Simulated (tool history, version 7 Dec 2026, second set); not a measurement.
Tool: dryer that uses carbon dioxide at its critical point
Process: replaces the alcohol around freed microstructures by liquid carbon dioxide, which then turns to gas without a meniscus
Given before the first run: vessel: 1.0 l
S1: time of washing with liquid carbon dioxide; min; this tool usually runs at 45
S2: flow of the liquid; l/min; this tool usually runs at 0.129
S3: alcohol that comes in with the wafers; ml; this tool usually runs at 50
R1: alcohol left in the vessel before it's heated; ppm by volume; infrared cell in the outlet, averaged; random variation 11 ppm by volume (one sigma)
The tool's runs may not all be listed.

run,hour,S1,S2,S3,R1
1,0,45,0.129,50,966
2,20.5,45,0.129,50,999
3,58,45,0.129,50,1138
4,79.5,45,0.129,59,1341
5,113.5,45,0.129,50,1212
6,145.3,45,0.129,50,1286
# hour 166.9: inlet filter changed
7,168.6,60,0.129,50,258
8,201.2,45,0.086,50,2999
9,221.4,45,0.086,50,3213
10,243,31,0.129,50,2967
11,261.5,31,0.129,50,3035
12,291.8,31,0.129,50,3287
13,322.3,31,0.129,50,3385
14,343.3,45,0.129,50,1059
15,360.5,45,0.129,50,1097
16,393.9,45,0.087,50,3841
17,417.2,45,0.087,50,3839
18,449.7,45,0.087,50,4058
19,474.5,45,0.129,66,1757
# hour 490.3: inlet filter changed
20,495.2,45,0.129,66,1005
21,531.6,45,0.129,66,1071
22,570,40,0.121,50,1711
23,588.7,46,0.098,51,2181
24,626.6,62,0.18,97,184
25,646.9,62,0.085,97,2617
26,665.4,62,0.085,97,2741
# hour 693.4: purifier's bed changed
27,693.4,62,0.219,97,16
28,722.5,62,0.219,97,18
29,747.5,39,0.115,94,4920
30,775.3,67,0.135,50,148
31,791.9,67,0.135,50,168
# hour 817.4: inlet filter changed
32,817.4,45,0.113,50,1183
33,836.4,56,0.148,39,101
34,857.9,45,0.129,47,686
35,877.2,27,0.101,111,15254
36,895.2,27,0.101,26,3608
37,922.4,33,0.101,26,2442
38,943.6,52,0.141,50,318

Pick out some run-to-run changes in R1. Of each, how much would a tool without hidden state show as well, from the settings, what came in and chance, and how much is left for the hidden state and any gauge scatter not in both results compared?
Hidden state present: flow that reaches the vessel past the clogged filter, %; alcohol in the recycled carbon dioxide, ppm; drift of the gauge itself on alcohol_ppm, %.
Run 26 -> 27: S2 0.085 -> 0.219, purifier's bed changed. R1 -2725 ppm by volume: hidden state -831, all else -1894.
Run 28 -> 29: S1 62 -> 39, S2 0.219 -> 0.115, S3 97 -> 94. R1 +4902 ppm by volume: hidden state +1554, all else +3348.
Run 29 -> 30: S1 39 -> 67, S2 0.115 -> 0.135, S3 94 -> 50. R1 -4772 ppm by volume: hidden state -1478, all else -3294.
Run 34 -> 35: S1 45 -> 27, S2 0.129 -> 0.101, S3 47 -> 111. R1 +14568 ppm by volume: hidden state +793, all else +13775.
Run 35 -> 36: S3 111 -> 26. R1 -11646 ppm by volume: hidden state -595, all else -11051.
